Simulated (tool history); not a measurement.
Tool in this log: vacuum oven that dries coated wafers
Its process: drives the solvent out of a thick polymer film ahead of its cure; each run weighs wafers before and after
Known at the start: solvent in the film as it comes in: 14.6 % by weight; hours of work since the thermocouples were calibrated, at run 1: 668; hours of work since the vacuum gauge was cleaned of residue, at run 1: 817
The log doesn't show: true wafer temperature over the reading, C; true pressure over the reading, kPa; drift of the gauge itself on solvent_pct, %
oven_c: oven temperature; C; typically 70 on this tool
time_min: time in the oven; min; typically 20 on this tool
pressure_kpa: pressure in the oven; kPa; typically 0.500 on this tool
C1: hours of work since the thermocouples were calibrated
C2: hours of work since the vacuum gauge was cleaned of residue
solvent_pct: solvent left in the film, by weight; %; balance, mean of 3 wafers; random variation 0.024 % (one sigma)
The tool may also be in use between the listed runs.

Run 1, hour 0.0: usual settings; C1 668; C2 817. Result: solvent_pct 0.88 %.
Run 2, hour 42.4: usual settings but oven_c 84 C; C1 699; C2 849. Result: solvent_pct 0.20 %.
Run 3, hour 96.3: usual settings but oven_c 84 C; C1 739; C2 889. Result: solvent_pct 0.20 %.
Run 4, hour 126.2: usual settings but oven_c 61 C; C1 761; C2 911. Result: solvent_pct 2.78 %.
Run 5, hour 170.2: usual settings but oven_c 61 C; C1 793; C2 943. Result: solvent_pct 2.75 %.
Run 6, hour 206.6: usual settings; C1 820; C2 970. Result: solvent_pct 0.87 %.
Run 7, hour 247.5: usual settings; C1 851; C2 1000. Result: solvent_pct 0.85 %.
Run 8, hour 274.5: usual settings; C1 871; C2 1020. Result: solvent_pct 0.85 %.
At hour 282.1: oven's thermocouples calibrated.
Run 9, hour 322.4: usual settings; C1 30; C2 1054. Result: solvent_pct 0.77 %.
Run 10, hour 372.3: usual settings; C1 67; C2 1091. Result: solvent_pct 0.74 %.
At hour 407.6: oven's thermocouples calibrated, once more.
Run 11, hour 441.3: usual settings; C1 25; C2 1141. Result: solvent_pct 1.16 %.
Run 12, hour 500.0: usual settings; C1 68; C2 1184. Result: solvent_pct 1.11 %.
Run 13, hour 527.7: usual settings; C1 89; C2 1204. Result: solvent_pct 1.17 %.
Run 14, hour 582.5: usual settings; C1 129; C2 1245. Result: solvent_pct 1.13 %.
Run 15, hour 622.2: usual settings but oven_c 56 C, time_min 29 min, pressure_kpa 0.310 kPa; C1 159; C2 1274. Result: solvent_pct 3.15 %.
Run 16, hour 670.6: usual settings but oven_c 56 C, time_min 29 min, pressure_kpa 0.310 kPa; C1 194; C2 1310. Result: solvent_pct 3.13 %.
Run 17, hour 713.8: usual settings but oven_c 56 C, time_min 29 min, pressure_kpa 1.713 kPa; C1 226; C2 1342. Result: solvent_pct 3.83 %.
Run 18, hour 744.7: usual settings but oven_c 84 C, time_min 11 min; C1 249; C2 1365. Result: solvent_pct 0.50 %.
Run 19, hour 775.9: usual settings but oven_c 56 C, time_min 14 min; C1 272; C2 1388. Result: solvent_pct 6.19 %.
Run 20, hour 842.5: usual settings but time_min 19 min, pressure_kpa 0.415 kPa; C1 321; C2 1437. Result: solvent_pct 1.14 %.
Run 21, hour 884.1: usual settings but time_min 19 min, pressure_kpa 0.415 kPa; C1 352; C2 1468. Result: solvent_pct 1.16 %.
Run 22, hour 947.6: usual settings but time_min 19 min, pressure_kpa 0.415 kPa; C1 399; C2 1515. Result: solvent_pct 1.16 %.
Run 23, hour 1014.5: usual settings but oven_c 65 C, time_min 25 min, pressure_kpa 0.797 kPa; C1 448; C2 1564. Result: solvent_pct 1.54 %.
Run 24, hour 1066.5: usual settings but oven_c 64 C, time_min 22 min, pressure_kpa 0.340 kPa; C1 487; C2 1603. Result: solvent_pct 1.93 %.
Run 25, hour 1109.0: usual settings but time_min 25 min, pressure_kpa 0.256 kPa; C1 518; C2 1634. Result: solvent_pct 0.65 %.
Run 26, hour 1140.8: usual settings but time_min 25 min, pressure_kpa 0.256 kPa; C1 542; C2 1658. Result: solvent_pct 0.63 %.
Run 27, hour 1191.5: usual settings but time_min 25 min, pressure_kpa 0.256 kPa; C1 579; C2 1695. Result: solvent_pct 0.66 %.

Predict each of these 3 candidate next runs independently; none follows another, all start after run 27:
Run A, hour 1227.9: usual settings but oven_c 58 C, time_min 10 min, pressure_kpa 0.254 kPa; C1 606; C2 1722. Result: solvent_pct ?.
Run B, hour 1227.9: usual settings but time_min 25 min, pressure_kpa 0.559 kPa; C1 606; C2 1722. Result: solvent_pct ?.
Run C, hour 1227.9: usual settings but oven_c 79 C, time_min 25 min, pressure_kpa 0.256 kPa; C1 606; C2 1722. Result: solvent_pct ?.

run  solvent_pct
  A         6.66
  B         0.76
  C         0.29
Without the tool's unlogged condition, the same runs would have read:
run  solvent_pct
  A         6.75
  B         0.61
  C         0.12
